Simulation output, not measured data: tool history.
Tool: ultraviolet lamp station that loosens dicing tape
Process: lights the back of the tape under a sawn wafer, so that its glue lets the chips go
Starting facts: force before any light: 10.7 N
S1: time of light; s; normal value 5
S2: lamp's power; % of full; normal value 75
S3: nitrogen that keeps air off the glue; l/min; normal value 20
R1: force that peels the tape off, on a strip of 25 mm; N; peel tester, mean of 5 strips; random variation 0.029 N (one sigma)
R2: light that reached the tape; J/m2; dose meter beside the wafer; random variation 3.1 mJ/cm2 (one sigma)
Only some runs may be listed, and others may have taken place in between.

Run 1, hour 0.0: usual settings. Result: R1 1.618 N, R2 4340 J/m2.
Run 2, hour 4.8: usual settings but S2 88 % of full. Result: R1 1.217 N, R2 5100 J/m2.
Run 3, hour 12.5: usual settings but S2 88 % of full. Result: R1 1.216 N, R2 5040 J/m2.
Run 4, hour 19.4: usual settings but S2 88 % of full. Result: R1 1.245 N, R2 5060 J/m2.
Run 5, hour 29.4: usual settings but S2 88 % of full. Result: R1 1.293 N, R2 5090 J/m2.
Run 6, hour 37.4: usual settings but S2 88 % of full. Result: R1 1.312 N, R2 5000 J/m2.
Run 7, hour 47.1: usual settings but S2 88 % of full. Result: R1 1.245 N, R2 4960 J/m2.
Run 8, hour 51.8: usual settings but S2 88 % of full. Result: R1 1.347 N, R2 5020 J/m2.
Run 9, hour 61.6: usual settings but S2 88 % of full. Result: R1 1.317 N, R2 4970 J/m2.
Run 10, hour 69.3: usual settings but S2 88 % of full. Result: R1 1.338 N, R2 4950 J/m2.
Run 11, hour 74.4: usual settings but S2 88 % of full. Result: R1 1.300 N, R2 4960 J/m2.
Run 12, hour 79.5: usual settings. Result: R1 1.768 N, R2 4190 J/m2.
Run 13, hour 89.5: usual settings. Result: R1 1.751 N, R2 4230 J/m2.
Run 14, hour 93.9: usual settings. Result: R1 1.744 N, R2 4230 J/m2.
Run 15, hour 103.7: usual settings but S1 4 s, S2 81 % of full, S3 37 l/min. Result: R1 1.881 N, R2 3650 J/m2.
Run 16, hour 114.0: usual settings but S1 3 s, S2 90 % of full. Result: R1 2.900 N, R2 3010 J/m2.
Run 17, hour 118.8: usual settings but S1 4 s, S2 90 % of full, S3 22 l/min. Result: R1 1.809 N, R2 3970 J/m2.
Run 18, hour 123.5: usual settings but S2 90 % of full, S3 15 l/min. Result: R1 1.418 N, R2 5000 J/m2.
Run 19, hour 131.5: usual settings but S1 9 s, S2 67 % of full, S3 19 l/min. Result: R1 0.742 N, R2 6680 J/m2.
Run 20, hour 139.3: usual settings but S1 10 s, S2 79 % of full, S3 31 l/min. Result: R1 0.357 N, R2 8790 J/m2.
At hour 142.6: window cleaned of glue's vapour.
Run 21, hour 150.1: usual settings but S1 10 s, S2 79 % of full, S3 31 l/min. Result: R1 0.311 N, R2 9490 J/m2.
Run 22, hour 157.1: usual settings but S1 10 s, S2 62 % of full, S3 35 l/min. Result: R1 0.460 N, R2 7490 J/m2.
Run 23, hour 163.8: usual settings but S1 6 s. Result: R1 1.104 N, R2 5450 J/m2.
Run 24, hour 168.1: usual settings but S1 6 s. Result: R1 1.074 N, R2 5420 J/m2.
Run 25, hour 173.9: usual settings but S1 4 s, S2 71 % of full. Result: R1 2.433 N, R2 3410 J/m2.

Branching from run 25: 5 alternative next runs. What would each branch give?
Run A, hour 179.5: usual settings but S1 4 s, S2 62 % of full. Result: R1 ?, R2 ?.
Run B, hour 179.5: usual settings but S1 9 s, S2 69 % of full, S3 13 l/min. Result: R1 ?, R2 ?.
Run C, hour 179.5: usual settings but S1 6 s, S2 71 % of full. Result: R1 ?, R2 ?.
Run D, hour 179.5: usual settings but S2 79 % of full, S3 13 l/min. Result: R1 ?, R2 ?.
Run E, hour 179.5: usual settings but S1 4 s, S2 71 % of full. Result: R1 ?, R2 ?.

run     R1    R2
  A  2.965  2990
  B  0.692  7390
  C  1.258  5090
  D  1.731  4830
  E  2.500  3400
With no hidden state in the tool, these same runs would have given:
run     R1    R2
  A  2.776  3140
  B  0.621  7780
  C  1.139  5360
  D  1.584  5090
  E  2.321  3580
